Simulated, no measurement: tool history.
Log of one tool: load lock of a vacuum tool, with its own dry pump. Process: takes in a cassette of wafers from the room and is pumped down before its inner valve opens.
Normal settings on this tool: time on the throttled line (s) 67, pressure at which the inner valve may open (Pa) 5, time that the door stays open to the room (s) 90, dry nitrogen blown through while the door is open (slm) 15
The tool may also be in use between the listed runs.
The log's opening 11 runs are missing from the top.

| run | day | time on the throttled line (s) | pressure at which the inner valve may open (Pa) | time that the door stays open to the room (s) | dry nitrogen blown through while the door is open (slm) | incoming humidity of the room's air, % | time from the closed door until the inner valve may open (s) | rise of the pressure with all valves shut (Pa/min) |
|---|---|---|---|---|---|---|---|---|
| 12 | 78.683 | 67 | 5 | 90 | 15 | 46.2 | 94.2 | 0.052 |
| 13 | 87.892 | 67 | 5 | 27 | 15 | 43.6 | 94.5 | 0.033 |
| 14 | 94.296 | 67 | 7 | 90 | 15 | 46 | 93.1 | 0.052 |
| 15 | 101.912 | 70 | 5 | 90 | 15 | 45.7 | 97.1 | 0.045 |
| 16 | 110.325 | 70 | 5 | 90 | 15 | 46.9 | 96.9 | 0.048 |
| 17 | 115.108 | 67 | 5 | 90 | 15 | 46.8 | 94.8 | 0.047 |
| 18 | 123.55 | 67 | 5 | 90 | 15 | 42.3 | 94.1 | 0.044 |
| 19 | 129.867 | 67 | 5 | 90 | 15 | 42.8 | 94.8 | 0.046 |
| 20 | 135.4 | 91 | 8 | 68 | 31 | 43 | 114.4 | 0.026 |
| 21 | 142.617 | 67 | 6 | 33 | 15 | 44.7 | 93.6 | 0.026 |
| 22 | 151.596 | 83 | 7 | 40 | 9 | 40.3 | 107.5 | 0.034 |
| 23 | 160.4 | 67 | 7 | 32 | 11 | 46 | 93.7 | 0.036 |
| 24 | 169.546 | 117 | 7 | 185 | 22 | 44.5 | 138 | 0.066 |
| 25 | 174.217 | 132 | 8 | 56 | 15 | 47.8 | 149.8 | 0.041 |
| 26 | 179.404 | 67 | 4 | 90 | 15 | 46 | 95.8 | 0.055 |
| 27 | 188.3 | 67 | 4 | 90 | 10 | 43.7 | 95.7 | 0.054 |
| 28 | 198.267 | 42 | 8 | 120 | 31 | 45.3 | 71.2 | 0.046 |
| 29 | 202.562 | 42 | 4 | 120 | 24 | 45.3 | 73.7 | 0.039 |
| 30 | 212.296 | 42 | 4 | 133 | 7 | 43.4 | 74.2 | 0.081 |
| 31 | 216.612 | 42 | 4 | 133 | 7 | 41.8 | 73.9 | 0.069 |
| 32 | 220.788 | 42 | 4 | 133 | 7 | 44 | 74.2 | 0.078 |
|  | 229.05 | dry pump taken out, an overhauled one fitted |
| 33 | 230.671 | 59 | 5 | 160 | 12 | 41.8 | 83.6 | 0.068 |
| 34 | 238.396 | 59 | 5 | 160 | 12 | 43.7 | 83.7 | 0.074 |
| 35 | 246.75 | 59 | 5 | 160 | 12 | 46.7 | 83.6 | 0.078 |
| 36 | 253.2 | 59 | 5 | 160 | 12 | 42.4 | 84.1 | 0.069 |

Consider 5 possible next runs. They are alternatives, not a sequence: every one starts from the tool as it was left by run 36. What does each give?
| A | 259.529 | 64 | 5 | 117 | 40 | 43.4 | ? | ? |
| B | 259.529 | 59 | 7 | 26 | 12 | 45.5 | ? | ? |
| C | 259.529 | 67 | 5 | 165 | 5 | 41.8 | ? | ? |
| D | 259.529 | 67 | 5 | 67 | 15 | 44.8 | ? | ? |
| E | 259.529 | 133 | 5 | 90 | 15 | 43 | ? | ? |

| run | time from the closed door until the inner valve may open (s) | rise of the pressure with all valves shut (Pa/min) |
|---|---|---|
| A | 88.9 | 0.037 |
| B | 83.1 | 0.031 |
| C | 91.4 | 0.089 |
| D | 91 | 0.044 |
| E | 149.7 | 0.051 |
What these runs would have given with no unlogged condition in the tool:
| run | time from the closed door until the inner valve may open (s) | rise of the pressure with all valves shut (Pa/min) |
|---|---|---|
| A | 88.9 | 0.029 |
| B | 83.1 | 0.023 |
| C | 91.4 | 0.08 |
| D | 91 | 0.035 |
| E | 149.7 | 0.042 |
